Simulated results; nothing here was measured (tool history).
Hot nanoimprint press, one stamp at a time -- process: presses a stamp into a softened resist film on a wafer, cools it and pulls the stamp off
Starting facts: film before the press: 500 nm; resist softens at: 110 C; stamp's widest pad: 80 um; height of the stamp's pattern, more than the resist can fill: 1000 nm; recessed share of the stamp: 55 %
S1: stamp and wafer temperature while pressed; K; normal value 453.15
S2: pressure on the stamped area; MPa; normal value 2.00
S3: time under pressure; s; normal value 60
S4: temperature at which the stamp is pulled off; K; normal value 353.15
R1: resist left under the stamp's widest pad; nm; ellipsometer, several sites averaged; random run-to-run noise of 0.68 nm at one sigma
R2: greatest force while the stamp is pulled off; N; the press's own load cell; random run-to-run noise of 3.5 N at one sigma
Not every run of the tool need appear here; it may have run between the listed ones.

run 1 hour=0.0 | S1=453.15 S2=2.00 S3=60 S4=353.15 | R1=268.5 R2=171
run 2 hour=5.3 | S1=453.15 S2=2.00 S3=60 S4=353.15 | R1=268.4 R2=170
run 3 hour=12.0 | S1=453.15 S2=2.00 S3=60 S4=353.15 | R1=266.9 R2=171
run 4 hour=20.5 | S1=453.15 S2=2.03 S3=60 S4=353.15 | R1=264.4 R2=169
run 5 hour=28.0 | S1=453.15 S2=2.00 S3=60 S4=353.15 | R1=266.4 R2=167
run 6 hour=35.6 | S1=451.15 S2=2.00 S3=60 S4=353.15 | R1=286.6 R2=175
run 7 hour=44.6 | S1=453.15 S2=2.00 S3=60 S4=353.15 | R1=267.3 R2=165
run 8 hour=54.8 | S1=453.15 S2=2.00 S3=60 S4=353.15 | R1=264.8 R2=172
run 9 hour=61.6 | S1=453.15 S2=2.00 S3=60 S4=353.15 | R1=266.5 R2=169
run 10 hour=70.7 | S1=453.15 S2=2.00 S3=60 S4=353.15 | R1=264.5 R2=171
run 11 hour=77.4 | S1=453.15 S2=2.00 S3=60 S4=353.15 | R1=265.6 R2=167
run 12 hour=88.3 | S1=453.15 S2=2.00 S3=60 S4=353.15 | R1=265.0 R2=171
run 13 hour=94.5 | S1=442.15 S2=2.00 S3=60 S4=353.15 | R1=383.2 R2=168
run 14 hour=103.0 | S1=453.15 S2=1.91 S3=60 S4=353.15 | R1=271.3 R2=170
run 15 hour=113.5 | S1=453.15 S2=1.91 S3=60 S4=353.15 | R1=269.5 R2=169
run 16 hour=119.0 | S1=453.15 S2=1.91 S3=60 S4=353.15 | R1=269.4 R2=164
-- hour=123.6 gauge calibrated
run 17 hour=125.5 | S1=446.15 S2=1.91 S3=113 S4=353.15 | R1=299.0 R2=172
run 18 hour=132.2 | S1=446.15 S2=1.91 S3=113 S4=353.15 | R1=298.2 R2=163
run 19 hour=141.3 | S1=446.15 S2=1.91 S3=113 S4=353.15 | R1=297.3 R2=172
run 20 hour=149.9 | S1=446.15 S2=2.00 S3=60 S4=349.15 | R1=342.5 R2=177
run 21 hour=158.9 | S1=446.15 S2=1.86 S3=60 S4=349.15 | R1=350.8 R2=175
run 22 hour=169.2 | S1=457.15 S2=1.44 S3=55 S4=349.15 | R1=280.2 R2=179

Run 23 is up next; what results do you expect?
run 23 hour=176.9 | S1=457.15 S2=1.44 S3=55 S4=349.15 | R1=? R2=?

R1: 280.7 nm
R2: 180 N
Had the tool carried no hidden state, the very same run would have given R1 282.8 nm, R2 177 N.
